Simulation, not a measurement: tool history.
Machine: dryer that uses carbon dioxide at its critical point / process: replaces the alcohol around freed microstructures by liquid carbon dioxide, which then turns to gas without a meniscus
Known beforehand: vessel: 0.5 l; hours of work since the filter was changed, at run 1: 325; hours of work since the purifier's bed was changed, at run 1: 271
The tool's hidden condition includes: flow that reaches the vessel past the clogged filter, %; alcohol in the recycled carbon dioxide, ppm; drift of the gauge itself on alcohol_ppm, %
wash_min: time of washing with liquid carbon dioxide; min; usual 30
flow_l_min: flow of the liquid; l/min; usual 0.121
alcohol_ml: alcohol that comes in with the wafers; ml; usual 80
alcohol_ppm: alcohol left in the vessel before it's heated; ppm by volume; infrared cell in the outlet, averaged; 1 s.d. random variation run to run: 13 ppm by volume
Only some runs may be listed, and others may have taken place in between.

run   hour  wash_min  flow_l_min  alcohol_ml  hours of work since the filter was changed  hours of work since the purifier's bed was changed  alcohol_ppm
  1    0.0        30       0.121          80                                         325                                                 271         1341
  2   21.0        30       0.121          80                                         336                                                 282         1405
  3   43.9        30       0.121         105                                         348                                                 294         1838
  4   70.8        30       0.121         105                                         363                                                 309         1895
  5  104.0        47       0.121          80                                         380                                                 326          142
  6  136.5        47       0.121          80                                         398                                                 343          135
  7  153.3        47       0.121          80                                         407                                                 352          131
  8  174.9        47       0.121          80                                         418                                                 364          157
  9  190.2        47       0.121          80                                         426                                                 372          137
 10  221.0        47       0.121          80                                         443                                                 388          152
 11  255.2        47       0.121          80                                         461                                                 407          153
 12  284.3        20       0.121          98                                         476                                                 422         9648
 13  307.0        39       0.121          27                                         488                                                 434          189
 14  340.6        34       0.202          98                                         506                                                 452           77
     344.2  -- inlet filter changed
 15  371.0        41       0.196         103                                          14                                                 468           39
 16  403.2        41       0.196         103                                          31                                                 485           48
 17  430.7        19       0.152          59                                          46                                                 499         1929
 18  462.2        30       0.084          42                                          63                                                 516         2429
 19  486.3        36       0.121          43                                          76                                                 529          222
 20  522.3        24       0.121          43                                          95                                                 548         1498
 21  557.4        18       0.101         108                                         113                                                 567        16886
 22  584.0        18       0.101         108                                         128                                                 581        17421

Per-run results on a tool with no hidden state, each run keeping its own random variation:
run  alcohol_ppm
  1          777
  2          794
  3         1023
  4         1031
  5           52
  6           41
  7           34
  8           53
  9           34
 10           43
 11           35
 12         5700
 13           61
 14           15
 15            6
 16           14
 17         1728
 18         2170
 19          156
 20         1248
 21        15020
 22        15312

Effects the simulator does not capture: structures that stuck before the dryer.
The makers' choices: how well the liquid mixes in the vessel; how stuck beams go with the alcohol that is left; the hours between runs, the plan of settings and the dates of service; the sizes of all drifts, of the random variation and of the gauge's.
